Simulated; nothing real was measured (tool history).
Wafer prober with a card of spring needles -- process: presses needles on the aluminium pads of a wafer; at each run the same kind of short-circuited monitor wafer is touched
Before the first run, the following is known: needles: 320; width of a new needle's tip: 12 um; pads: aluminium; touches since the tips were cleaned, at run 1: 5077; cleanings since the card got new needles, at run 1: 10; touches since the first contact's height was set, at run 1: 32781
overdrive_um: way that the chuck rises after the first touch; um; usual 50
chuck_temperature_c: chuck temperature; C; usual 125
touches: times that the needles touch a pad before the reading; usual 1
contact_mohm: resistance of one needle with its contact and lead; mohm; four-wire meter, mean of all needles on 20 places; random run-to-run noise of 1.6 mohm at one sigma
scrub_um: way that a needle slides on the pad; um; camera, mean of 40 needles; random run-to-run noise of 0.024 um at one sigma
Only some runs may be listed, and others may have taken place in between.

run,hour,overdrive_um,chuck_temperature_c,touches,touches since the tips were cleaned,cleanings since the card got new needles,touches since the first contact's height was set,contact_mohm,scrub_um
1,0.0,50,125,1,5077,10,32781,317,13.07
# hour 7.4: tips cleaned on abrasive film
2,7.4,50,125,1,0,11,36287,173,13.05
3,13.9,50,125,1,3118,11,39405,272,13.06
4,23.6,50,125,1,7749,11,44036,340,13.01
# hour 25.8: tips cleaned on abrasive film
5,31.5,50,125,1,2698,12,47764,278,12.98
6,39.6,50,125,1,6619,12,51685,329,13.01
# hour 43.8: tips cleaned on abrasive film
7,47.7,50,125,1,1854,13,55492,249,12.99
8,52.7,50,125,1,4263,13,57901,306,13.02
9,61.5,50,125,1,8462,13,62100,344,12.99
# hour 62.4: tips cleaned on abrasive film
10,68.9,50,125,1,3103,14,65614,282,12.93
11,76.9,50,125,1,6955,14,69466,343,12.96
# hour 80.6: tips cleaned on abrasive film
# hour 80.9: height of the first contact set anew
12,85.5,50,105,1,2183,15,2183,256,12.78
13,91.5,50,125,1,5065,15,5065,316,12.82
14,98.3,50,125,1,8334,15,8334,348,12.83
# hour 99.0: tips cleaned on abrasive film
15,103.2,33,125,1,1978,16,10622,371,8.35
16,110.1,33,125,1,5318,16,13962,523,8.34
# hour 117.6: tips cleaned on abrasive film
17,117.7,59,125,1,45,17,17552,169,15.17
18,127.3,59,77,1,4621,17,22128,277,15.09
# hour 128.6: height of the first contact set anew, once more
19,134.5,67,125,2,7941,17,2844,226,17.57
# hour 136.4: tips cleaned on abrasive film
20,139.1,43,125,2,1314,18,5017,216,11.27
21,147.6,50,59,1,5347,18,9050,329,13.10
22,153.9,50,98,1,8400,18,12103,347,13.08
# hour 154.7: tips cleaned on abrasive film
23,162.1,50,115,1,3548,19,15957,294,13.10
24,170.7,50,115,1,7672,19,20081,344,13.04
# hour 172.7: tips cleaned on abrasive film
25,178.7,51,47,2,2884,20,23888,224,13.31
26,183.2,63,63,1,5059,20,26063,266,16.48

Selected run-to-run steps in contact_mohm, each split into two signed amounts: the part the tool would show with no hidden state at all (from settings, incoming material and random variation), and the remainder, which goes to the hidden state together with any gauge scatter not common to the measured and the hidden-state-free results:
What the log doesn't record here: debris on the tips, nm; way that the needles fall short of the set height, um; tips' diameter, um; drift of the gauge itself on contact_mohm, %; drift of the gauge itself on scrub_um, %.
Run 15 -> 16: settings left as they were, no log entry in between. contact_mohm +152 mohm: hidden state +153, all else -1.
Run 16 -> 17: overdrive_um 33 -> 59, tips cleaned on abrasive film. contact_mohm -354 mohm: hidden state -336, all else -18.

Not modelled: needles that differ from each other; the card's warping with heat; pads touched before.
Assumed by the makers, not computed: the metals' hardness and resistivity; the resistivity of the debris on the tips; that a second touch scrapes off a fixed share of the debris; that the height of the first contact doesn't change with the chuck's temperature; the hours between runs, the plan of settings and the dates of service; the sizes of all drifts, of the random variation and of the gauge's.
